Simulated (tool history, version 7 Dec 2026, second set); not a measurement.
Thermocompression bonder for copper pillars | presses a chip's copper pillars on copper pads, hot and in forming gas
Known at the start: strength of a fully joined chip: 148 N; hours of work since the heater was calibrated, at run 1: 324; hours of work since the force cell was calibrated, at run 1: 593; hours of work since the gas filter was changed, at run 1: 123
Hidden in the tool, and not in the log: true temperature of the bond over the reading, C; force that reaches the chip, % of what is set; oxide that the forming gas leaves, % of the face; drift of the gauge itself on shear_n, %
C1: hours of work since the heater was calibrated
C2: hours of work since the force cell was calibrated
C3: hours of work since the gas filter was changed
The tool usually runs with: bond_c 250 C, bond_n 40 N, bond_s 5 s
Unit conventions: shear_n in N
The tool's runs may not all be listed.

{"run": 1, "day": 0.0, "bond_c": 250, "bond_n": 40, "bond_s": 5, "C1": 324, "C2": 593, "C3": 123, "shear_n": 58.1}
{"run": 2, "day": 0.421, "bond_c": 250, "bond_n": 40, "bond_s": 5, "C1": 332, "C2": 601, "C3": 131, "shear_n": 58}
{"run": 3, "day": 0.758, "bond_c": 250, "bond_n": 37, "bond_s": 5, "C1": 338, "C2": 607, "C3": 137, "shear_n": 54.9}
{"run": 4, "day": 1.267, "bond_c": 250, "bond_n": 37, "bond_s": 5, "C1": 347, "C2": 616, "C3": 146, "shear_n": 56.5}
{"run": 5, "day": 1.621, "bond_c": 250, "bond_n": 40, "bond_s": 5, "C1": 353, "C2": 622, "C3": 152, "shear_n": 57.5}
{"run": 6, "day": 2.2, "bond_c": 250, "bond_n": 40, "bond_s": 5, "C1": 363, "C2": 632, "C3": 162, "shear_n": 57.2}
{"run": 7, "day": 2.896, "bond_c": 250, "bond_n": 40, "bond_s": 5, "C1": 375, "C2": 644, "C3": 174, "shear_n": 57.5}
{"run": 8, "day": 3.425, "bond_c": 250, "bond_n": 40, "bond_s": 7, "C1": 385, "C2": 654, "C3": 184, "shear_n": 64.1}
{"run": 9, "day": 3.942, "bond_c": 250, "bond_n": 27, "bond_s": 7, "C1": 394, "C2": 663, "C3": 193, "shear_n": 54.4}
{"run": 10, "day": 4.392, "bond_c": 250, "bond_n": 40, "bond_s": 5, "C1": 401, "C2": 671, "C3": 201, "shear_n": 57.5}
{"run": 11, "day": 5.079, "bond_c": 250, "bond_n": 40, "bond_s": 5, "C1": 414, "C2": 683, "C3": 213, "shear_n": 58.2}
{"run": 12, "day": 5.583, "bond_c": 250, "bond_n": 40, "bond_s": 10, "C1": 422, "C2": 692, "C3": 222, "shear_n": 73.8}
{"run": 13, "day": 6.196, "bond_c": 250, "bond_n": 40, "bond_s": 10, "C1": 433, "C2": 702, "C3": 233, "shear_n": 75.8}
{"run": 14, "day": 6.546, "bond_c": 260, "bond_n": 27, "bond_s": 3, "C1": 439, "C2": 708, "C3": 239, "shear_n": 45.9}
{"run": 15, "day": 7.104, "bond_c": 233, "bond_n": 31, "bond_s": 3, "C1": 449, "C2": 718, "C3": 248, "shear_n": 28.4}
{"run": 16, "day": 7.75, "bond_c": 222, "bond_n": 31, "bond_s": 3, "C1": 461, "C2": 730, "C3": 260, "shear_n": 23.8}
{"run": 17, "day": 8.121, "bond_c": 222, "bond_n": 35, "bond_s": 3, "C1": 467, "C2": 736, "C3": 266, "shear_n": 25.1}
{"run": 18, "day": 8.417, "bond_c": 258, "bond_n": 35, "bond_s": 3, "C1": 472, "C2": 741, "C3": 272, "shear_n": 50.6}
{"run": 19, "day": 8.833, "bond_c": 238, "bond_n": 43, "bond_s": 7, "C1": 480, "C2": 749, "C3": 279, "shear_n": 55.8}
{"run": 20, "day": 9.133, "bond_c": 238, "bond_n": 43, "bond_s": 7, "C1": 485, "C2": 754, "C3": 284, "shear_n": 54.9}
{"run": 21, "day": 9.704, "bond_c": 236, "bond_n": 33, "bond_s": 9, "C1": 495, "C2": 764, "C3": 294, "shear_n": 51.2}
{"run": 22, "day": 10.112, "bond_c": 260, "bond_n": 54, "bond_s": 4, "C1": 502, "C2": 771, "C3": 301, "shear_n": 71.3}
{"day": 10.438, "done": "forming gas filter changed"}
{"run": 23, "day": 10.592, "bond_c": 265, "bond_n": 40, "bond_s": 3, "C1": 510, "C2": 779, "C3": 3, "shear_n": 60.6}
{"run": 24, "day": 10.996, "bond_c": 247, "bond_n": 31, "bond_s": 5, "C1": 517, "C2": 786, "C3": 10, "shear_n": 48.4}
{"run": 25, "day": 11.504, "bond_c": 247, "bond_n": 31, "bond_s": 5, "C1": 526, "C2": 795, "C3": 19, "shear_n": 49}

Consider 3 possible next runs. They are alternatives, not a sequence: every one starts from the tool as it was left by run 25. What does each give?
{"run": "A", "day": 11.992, "bond_c": 222, "bond_n": 43, "bond_s": 5, "C1": 535, "C2": 804, "C3": 27, "shear_n": "?"}
{"run": "B", "day": 11.992, "bond_c": 248, "bond_n": 47, "bond_s": 5, "C1": 535, "C2": 804, "C3": 27, "shear_n": "?"}
{"run": "C", "day": 11.992, "bond_c": 244, "bond_n": 47, "bond_s": 5, "C1": 535, "C2": 804, "C3": 27, "shear_n": "?"}

run=A shear_n=35.2
run=B shear_n=59.9
run=C shear_n=56.5
The same runs, with their run-to-run variation unchanged, on a tool lacking any hidden condition would have given:
run=A shear_n=35.1
run=B shear_n=59.9
run=C shear_n=56.4
